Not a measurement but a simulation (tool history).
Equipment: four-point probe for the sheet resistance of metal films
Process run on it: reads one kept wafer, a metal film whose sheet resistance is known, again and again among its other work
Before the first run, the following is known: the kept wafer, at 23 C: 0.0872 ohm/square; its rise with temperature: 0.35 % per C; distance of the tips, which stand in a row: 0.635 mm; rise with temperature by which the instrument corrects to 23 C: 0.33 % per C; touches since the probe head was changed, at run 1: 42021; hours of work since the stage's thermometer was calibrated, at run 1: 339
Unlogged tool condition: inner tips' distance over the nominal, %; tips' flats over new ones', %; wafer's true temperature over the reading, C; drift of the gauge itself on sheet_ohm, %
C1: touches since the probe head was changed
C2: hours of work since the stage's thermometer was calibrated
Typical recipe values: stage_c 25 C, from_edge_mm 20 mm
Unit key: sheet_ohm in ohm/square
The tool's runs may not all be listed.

run 1 hour=0 | stage_c=25 from_edge_mm=20 | C1=42021 C2=339 | sheet_ohm=0.088159
run 2 hour=85.2 | stage_c=25 from_edge_mm=20 | C1=45274 C2=378 | sheet_ohm=0.088182
run 3 hour=145.2 | stage_c=25 from_edge_mm=20 | C1=47561 C2=406 | sheet_ohm=0.088204
run 4 hour=209.8 | stage_c=25 from_edge_mm=20 | C1=50027 C2=436 | sheet_ohm=0.088199
run 5 hour=308.5 | stage_c=25 from_edge_mm=20 | C1=53793 C2=481 | sheet_ohm=0.088276
run 6 hour=394.5 | stage_c=25 from_edge_mm=20 | C1=57075 C2=521 | sheet_ohm=0.088275
run 7 hour=480.4 | stage_c=25 from_edge_mm=20 | C1=60353 C2=561 | sheet_ohm=0.088313
run 8 hour=578.2 | stage_c=25 from_edge_mm=20 | C1=64084 C2=606 | sheet_ohm=0.088379
run 9 hour=644.5 | stage_c=25 from_edge_mm=20 | C1=66617 C2=637 | sheet_ohm=0.088377
run 10 hour=754.1 | stage_c=25 from_edge_mm=20 | C1=70796 C2=687 | sheet_ohm=0.088447
run 11 hour=862.5 | stage_c=25 from_edge_mm=20 | C1=74936 C2=738 | sheet_ohm=0.088496
-- hour=943 new probe head fitted
run 12 hour=947 | stage_c=25 from_edge_mm=20 | C1=154 C2=776 | sheet_ohm=0.087063
run 13 hour=1072.6 | stage_c=25 from_edge_mm=4 | C1=4945 C2=834 | sheet_ohm=0.088234
run 14 hour=1147.6 | stage_c=25 from_edge_mm=4 | C1=7808 C2=869 | sheet_ohm=0.088265
run 15 hour=1227.5 | stage_c=25 from_edge_mm=4 | C1=10857 C2=906 | sheet_ohm=0.088286
run 16 hour=1316.4 | stage_c=25 from_edge_mm=4 | C1=14248 C2=947 | sheet_ohm=0.08831
run 17 hour=1423.9 | stage_c=25 from_edge_mm=4 | C1=18352 C2=997 | sheet_ohm=0.088347
run 18 hour=1551 | stage_c=25 from_edge_mm=23 | C1=23200 C2=1056 | sheet_ohm=0.087251
run 19 hour=1665.9 | stage_c=25 from_edge_mm=23 | C1=27584 C2=1109 | sheet_ohm=0.087343
run 20 hour=1783.1 | stage_c=30 from_edge_mm=23 | C1=32057 C2=1163 | sheet_ohm=0.087475
run 21 hour=1909.2 | stage_c=30 from_edge_mm=23 | C1=36871 C2=1222 | sheet_ohm=0.087549
run 22 hour=1976.7 | stage_c=25 from_edge_mm=20 | C1=39446 C2=1253 | sheet_ohm=0.087427
run 23 hour=2104.7 | stage_c=25 from_edge_mm=20 | C1=44330 C2=1312 | sheet_ohm=0.087523
run 24 hour=2193.2 | stage_c=29 from_edge_mm=34 | C1=47706 C2=1353 | sheet_ohm=0.087584
run 25 hour=2288 | stage_c=24 from_edge_mm=32 | C1=51323 C2=1397 | sheet_ohm=0.087552
run 26 hour=2371 | stage_c=19 from_edge_mm=15 | C1=54493 C2=1435 | sheet_ohm=0.087538
run 27 hour=2453.2 | stage_c=18 from_edge_mm=15 | C1=57629 C2=1473 | sheet_ohm=0.087526
run 28 hour=2570.5 | stage_c=18 from_edge_mm=15 | C1=62106 C2=1528 | sheet_ohm=0.087563
run 29 hour=2649.4 | stage_c=18 from_edge_mm=15 | C1=65117 C2=1564 | sheet_ohm=0.08761
run 30 hour=2778.6 | stage_c=18 from_edge_mm=15 | C1=70047 C2=1624 | sheet_ohm=0.087702

Run 31 has not been measured yet. What should we expect?
run 31 hour=2912.3 | stage_c=23 from_edge_mm=47 | C1=75147 C2=1686 | sheet_ohm=?

sheet_ohm: 0.087713 ohm/square
Were there no unlogged condition in the tool, this run, its random variation unchanged, would have produced sheet_ohm 0.087184 ohm/square.
